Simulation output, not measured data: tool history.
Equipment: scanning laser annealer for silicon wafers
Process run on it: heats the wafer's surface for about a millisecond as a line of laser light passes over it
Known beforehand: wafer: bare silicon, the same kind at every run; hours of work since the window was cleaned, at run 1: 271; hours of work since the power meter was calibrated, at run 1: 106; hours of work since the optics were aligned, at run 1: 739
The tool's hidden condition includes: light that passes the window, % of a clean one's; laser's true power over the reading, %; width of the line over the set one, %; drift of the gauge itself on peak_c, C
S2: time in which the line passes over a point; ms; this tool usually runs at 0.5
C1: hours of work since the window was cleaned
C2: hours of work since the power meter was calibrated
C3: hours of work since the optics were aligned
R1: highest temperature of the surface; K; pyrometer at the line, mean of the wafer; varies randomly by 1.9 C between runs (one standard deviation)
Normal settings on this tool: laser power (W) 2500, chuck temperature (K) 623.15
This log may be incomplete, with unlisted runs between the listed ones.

run 1 hour=0 | laser_power_(W)=2500 S2=0.5 chuck_temperature_(K)=623.15 | C1=271 C2=106 C3=739 | R1=1355.15
run 2 hour=7.6 | laser_power_(W)=2500 S2=0.603 chuck_temperature_(K)=623.15 | C1=275 C2=110 C3=743 | R1=1437.15
run 3 hour=14.3 | laser_power_(W)=2500 S2=0.603 chuck_temperature_(K)=623.15 | C1=279 C2=114 C3=747 | R1=1436.15
run 4 hour=21.7 | laser_power_(W)=2500 S2=0.603 chuck_temperature_(K)=623.15 | C1=283 C2=117 C3=750 | R1=1437.15
run 5 hour=30.6 | laser_power_(W)=2500 S2=0.354 chuck_temperature_(K)=623.15 | C1=287 C2=122 C3=755 | R1=1231.15
run 6 hour=40 | laser_power_(W)=2500 S2=0.354 chuck_temperature_(K)=623.15 | C1=292 C2=127 C3=760 | R1=1229.15
run 7 hour=45.7 | laser_power_(W)=2579 S2=0.577 chuck_temperature_(K)=588.15 | C1=295 C2=130 C3=763 | R1=1409.15
run 8 hour=55.9 | laser_power_(W)=2500 S2=0.465 chuck_temperature_(K)=623.15 | C1=300 C2=135 C3=768 | R1=1325.15
run 9 hour=68.8 | laser_power_(W)=2500 S2=0.465 chuck_temperature_(K)=623.15 | C1=307 C2=142 C3=775 | R1=1325.15
run 10 hour=74.8 | laser_power_(W)=2636 S2=0.5 chuck_temperature_(K)=624.15 | C1=310 C2=145 C3=778 | R1=1401.15
run 11 hour=86 | laser_power_(W)=2636 S2=0.5 chuck_temperature_(K)=624.15 | C1=316 C2=151 C3=784 | R1=1402.15

Each row is a separate what-if for the run after 11, all from the same tool condition, not one after another. Results?
run A hour=98.8 | laser_power_(W)=2636 S2=0.544 chuck_temperature_(K)=624.15 | C1=323 C2=158 C3=791 | R1=?
run B hour=98.8 | laser_power_(W)=2636 S2=0.5 chuck_temperature_(K)=651.15 | C1=323 C2=158 C3=791 | R1=?
run C hour=98.8 | laser_power_(W)=2560 S2=0.5 chuck_temperature_(K)=634.15 | C1=323 C2=158 C3=791 | R1=?
run D hour=98.8 | laser_power_(W)=2235 S2=0.429 chuck_temperature_(K)=624.15 | C1=323 C2=158 C3=791 | R1=?
run E hour=98.8 | laser_power_(W)=2519 S2=0.527 chuck_temperature_(K)=655.15 | C1=323 C2=158 C3=791 | R1=?

run=A R1=1439.15
run=B R1=1431.15
run=C R1=1385.15
run=D R1=1211.15
run=E R1=1416.15
Take away the tool's hidden state, keep each run's random variation, and the runs would have read:
run=A R1=1465.15
run=B R1=1455.15
run=C R1=1409.15
run=D R1=1229.15
run=E R1=1440.15

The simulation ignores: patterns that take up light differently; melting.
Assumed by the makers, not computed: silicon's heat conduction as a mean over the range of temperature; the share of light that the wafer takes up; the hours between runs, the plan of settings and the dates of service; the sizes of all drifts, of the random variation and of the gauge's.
